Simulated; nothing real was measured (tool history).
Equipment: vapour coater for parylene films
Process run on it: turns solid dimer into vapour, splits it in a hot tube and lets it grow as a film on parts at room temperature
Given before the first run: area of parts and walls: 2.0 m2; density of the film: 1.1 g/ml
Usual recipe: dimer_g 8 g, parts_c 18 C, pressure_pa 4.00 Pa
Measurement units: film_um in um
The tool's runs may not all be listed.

| run | hour | dimer_g | parts_c | pressure_pa | film_um |
|---|---|---|---|---|---|
| 1 | 0.0 | 8 | 18 | 4.00 | 1.84 |
| 2 | 14.6 | 8 | 18 | 4.00 | 1.82 |
| 3 | 30.3 | 8 | 18 | 4.00 | 1.84 |
| 4 | 45.2 | 8 | 18 | 4.00 | 1.80 |
| 5 | 62.3 | 8 | 18 | 4.00 | 1.83 |
| 6 | 80.6 | 8 | 18 | 4.00 | 1.82 |
| 7 | 94.1 | 8 | 18 | 4.00 | 1.85 |
| 8 | 103.3 | 8 | 18 | 4.00 | 1.80 |
| 9 | 115.1 | 8 | 18 | 4.00 | 1.78 |
| 10 | 130.7 | 8 | 18 | 4.00 | 1.82 |
|  | 142.2 | trap's valve overhauled |
| 11 | 143.3 | 8 | 18 | 4.00 | 1.79 |
| 12 | 160.9 | 8 | 18 | 4.00 | 1.74 |
| 13 | 175.4 | 8 | 18 | 4.00 | 1.77 |
| 14 | 187.2 | 8 | 18 | 4.00 | 1.78 |
|  | 198.0 | trap's valve overhauled, once more |
| 15 | 206.0 | 8 | 18 | 4.00 | 1.98 |
| 16 | 220.3 | 8 | 18 | 4.00 | 2.00 |
| 17 | 237.9 | 9 | 18 | 4.00 | 2.23 |
| 18 | 251.7 | 9 | 18 | 4.00 | 2.24 |
| 19 | 264.2 | 6 | 18 | 4.00 | 1.47 |
| 20 | 275.2 | 14 | 11 | 4.00 | 4.96 |
| 21 | 284.6 | 5 | 21 | 9.21 | 0.89 |
| 22 | 298.0 | 12 | 18 | 4.00 | 2.94 |
| 23 | 310.3 | 8 | 18 | 3.11 | 2.07 |
| 24 | 327.9 | 13 | 18 | 2.43 | 3.61 |
| 25 | 338.5 | 3 | 19 | 9.02 | 0.56 |
| 26 | 348.2 | 5 | 21 | 7.27 | 0.92 |
| 27 | 359.7 | 8 | 23 | 7.34 | 1.33 |
| 28 | 375.7 | 4 | 16 | 2.89 | 1.16 |
| 29 | 385.0 | 4 | 23 | 2.89 | 0.82 |
| 30 | 400.2 | 11 | 15 | 9.18 | 2.56 |
| 31 | 413.6 | 11 | 15 | 9.18 | 2.56 |
| 32 | 425.8 | 7 | 18 | 4.00 | 1.71 |
| 33 | 440.6 | 7 | 18 | 4.00 | 1.68 |
| 34 | 450.0 | 4 | 13 | 3.81 | 1.24 |
| 35 | 462.5 | 3 | 17 | 2.21 | 0.86 |
| 36 | 472.1 | 3 | 17 | 2.21 | 0.89 |
| 37 | 489.6 | 3 | 17 | 2.21 | 0.89 |

Some steps in film_um, run to run, broken into two amounts with sign: the step expected even without the hidden condition (settings, incoming material, random variation), and the rest, left for the hidden condition together with whatever gauge scatter is not in both the measured and the hidden-condition-free result:
Unlogged tool condition in this case: vapour lost through the trap's worn valve, %; true temperature of the parts over the reading, C; drift of the gauge itself on film_um, %.
Run 14 -> 15: trap's valve overhauled, once more. film_um +0.20 um: hidden state +0.25, all else -0.05.
Run 19 -> 20: dimer_g 6 -> 14, parts_c 18 -> 11. film_um +3.49 um: hidden state -0.10, all else +3.59.
Run 20 -> 21: dimer_g 14 -> 5, parts_c 11 -> 21, pressure_pa 4.00 -> 9.21. film_um -4.07 um: hidden state +0.11, all else -4.18.
Run 24 -> 25: dimer_g 13 -> 3, parts_c 18 -> 19, pressure_pa 2.43 -> 9.02. film_um -3.05 um: hidden state +0.11, all else -3.16.
